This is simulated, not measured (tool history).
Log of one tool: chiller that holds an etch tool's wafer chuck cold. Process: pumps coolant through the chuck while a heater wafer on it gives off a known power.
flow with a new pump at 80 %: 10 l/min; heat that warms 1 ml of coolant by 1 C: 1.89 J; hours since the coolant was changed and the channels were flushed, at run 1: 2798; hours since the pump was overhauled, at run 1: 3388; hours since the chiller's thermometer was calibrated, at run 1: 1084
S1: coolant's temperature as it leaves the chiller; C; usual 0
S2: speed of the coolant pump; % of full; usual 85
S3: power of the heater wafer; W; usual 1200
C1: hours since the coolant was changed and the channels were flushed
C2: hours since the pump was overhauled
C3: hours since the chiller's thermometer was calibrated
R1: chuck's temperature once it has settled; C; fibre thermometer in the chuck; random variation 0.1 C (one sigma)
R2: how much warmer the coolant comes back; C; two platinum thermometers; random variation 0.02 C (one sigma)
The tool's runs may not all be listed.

| run | hour | S1 | S2 | S3 | C1 | C2 | C3 | R1 | R2 |
|---|---|---|---|---|---|---|---|---|---|
| 1 | 0.0 | 0 | 85 | 1200 | 2798 | 3388 | 1084 | 10.2 | 4.03 |
|  | 101.9 | coolant pump overhauled |
| 2 | 131.1 | 0 | 85 | 1200 | 2924 | 29 | 1210 | 9.6 | 3.66 |
| 3 | 219.8 | 0 | 85 | 1200 | 3013 | 118 | 1299 | 9.8 | 3.68 |
| 4 | 351.7 | 0 | 85 | 1307 | 3145 | 250 | 1431 | 10.6 | 3.99 |
| 5 | 454.5 | 0 | 85 | 1307 | 3248 | 353 | 1533 | 10.7 | 4.00 |
| 6 | 583.3 | 0 | 85 | 1307 | 3376 | 481 | 1662 | 10.9 | 4.00 |
|  | 594.0 | chiller's thermometer calibrated |
| 7 | 719.1 | 0 | 69 | 1200 | 3511 | 616 | 125 | 11.8 | 4.53 |
| 8 | 777.3 | 0 | 85 | 1200 | 3569 | 674 | 183 | 10.2 | 3.68 |
| 9 | 844.6 | 0 | 66 | 1334 | 3637 | 742 | 251 | 13.8 | 5.32 |
| 10 | 940.3 | 0 | 64 | 1680 | 3732 | 837 | 346 | 17.7 | 6.95 |
| 11 | 1070.7 | 5 | 64 | 1096 | 3863 | 968 | 477 | 17.0 | 4.56 |
| 12 | 1152.4 | 1 | 75 | 781 | 3945 | 1049 | 558 | 8.8 | 2.76 |
| 13 | 1268.8 | 1 | 62 | 1200 | 4061 | 1166 | 675 | 14.4 | 5.16 |
| 14 | 1352.1 | 0 | 80 | 1200 | 4144 | 1249 | 758 | 11.5 | 3.99 |
|  | 1402.4 | coolant changed, channels flushed |
|  | 1460.0 | chiller's thermometer calibrated, once more |
| 15 | 1465.5 | 0 | 85 | 1486 | 62 | 1356 | 6 | 10.8 | 4.66 |

Hidden state or all else? Some run-to-run changes of R1, split into what the settings, what came in and random variation would give without the hidden state, and what is left for the hidden state (with any gauge scatter that isn't in both results):
The hidden state here: heat passed by the chuck's channels, % of clean ones'; flow at a given pump speed, % of a new pump's; coolant's true temperature over the reading, C; drift of the gauge itself on chuck_c, C; drift of the gauge itself on warmer_back_c, C.
Run 11 -> 12: S1 5 -> 1, S2 64 -> 75, S3 1096 -> 781. R1 -8.2 C: hidden state -0.6, all else -7.6.
Run 14 -> 15: S2 80 -> 85, S3 1200 -> 1486, coolant changed, channels flushed, chiller's thermometer calibrated, once more. R1 -0.7 C: hidden state -1.8, all else +1.1.

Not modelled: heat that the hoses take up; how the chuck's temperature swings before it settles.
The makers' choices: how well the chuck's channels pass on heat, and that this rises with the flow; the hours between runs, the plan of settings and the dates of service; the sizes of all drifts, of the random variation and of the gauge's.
